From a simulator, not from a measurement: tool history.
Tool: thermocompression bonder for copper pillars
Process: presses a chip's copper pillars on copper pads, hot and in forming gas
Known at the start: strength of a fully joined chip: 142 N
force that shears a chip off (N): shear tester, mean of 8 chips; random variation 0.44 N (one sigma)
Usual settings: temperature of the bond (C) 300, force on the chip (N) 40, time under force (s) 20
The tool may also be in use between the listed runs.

run,hour,temperature of the bond (C),force on the chip (N),time under force (s),force that shears a chip off (N)
1,0.0,300,40,20,59.8
2,9.8,300,40,20,59.3
3,21.0,300,40,20,59.3
4,36.6,300,40,20,59.3
5,49.5,300,40,20,60.1
6,62.8,300,40,20,60.0
7,73.5,313,40,20,68.2
8,80.5,300,25,20,45.6
9,97.5,300,40,31,70.1
10,114.7,300,40,31,69.7
11,124.2,300,40,31,70.3
12,133.9,300,40,20,59.6
13,143.9,300,40,20,60.8
14,157.5,299,40,20,59.6
15,164.8,299,40,20,59.2
16,178.9,299,40,20,58.8
17,192.7,299,40,20,59.0
18,200.4,280,40,20,47.2
19,215.4,300,26,18,44.2
20,230.5,316,37,14,58.9
21,242.5,316,37,14,58.4
22,249.5,297,29,14,41.8
# hour 252.3: force cell calibrated
# hour 260.8: forming gas filter changed
23,263.0,300,51,15,61.6
24,275.9,282,36,15,40.8
25,287.7,282,36,15,40.4
26,300.6,282,36,15,40.9
27,310.7,282,29,15,34.9
28,323.2,276,43,20,47.3
29,331.7,271,40,27,48.9
30,345.2,271,40,27,49.2
31,361.9,300,40,59,86.7
32,372.5,272,40,16,39.8
33,384.5,272,40,31,52.0
34,400.5,300,33,20,53.0
35,414.9,316,33,33,73.4
36,425.6,301,34,16,50.6

Measured less the same run without the tool's hidden state. The same run-to-run variation is in both; the gauge's scatter may not be:
The hidden state here: true temperature of the bond over the reading, C; force that reaches the chip, % of what is set; oxide that the forming gas leaves, % of the face; drift of the gauge itself on shear_n, %.
run,force that shears a chip off (N)
1,+2.0
2,+2.0
3,+2.0
4,+1.9
5,+2.0
6,+2.0
7,+2.0
8,+1.7
9,+2.0
10,+2.0
11,+2.0
12,+2.0
13,+2.0
14,+2.0
15,+1.9
16,+2.0
17,+2.0
18,+1.9
19,+1.7
20,+1.9
21,+1.9
22,+1.7
23,+1.7
24,+1.5
25,+1.5
26,+1.5
27,+1.3
28,+1.6
29,+1.7
30,+1.7
31,+2.0
32,+1.5
33,+1.8
34,+1.6
35,+1.7
36,+1.6

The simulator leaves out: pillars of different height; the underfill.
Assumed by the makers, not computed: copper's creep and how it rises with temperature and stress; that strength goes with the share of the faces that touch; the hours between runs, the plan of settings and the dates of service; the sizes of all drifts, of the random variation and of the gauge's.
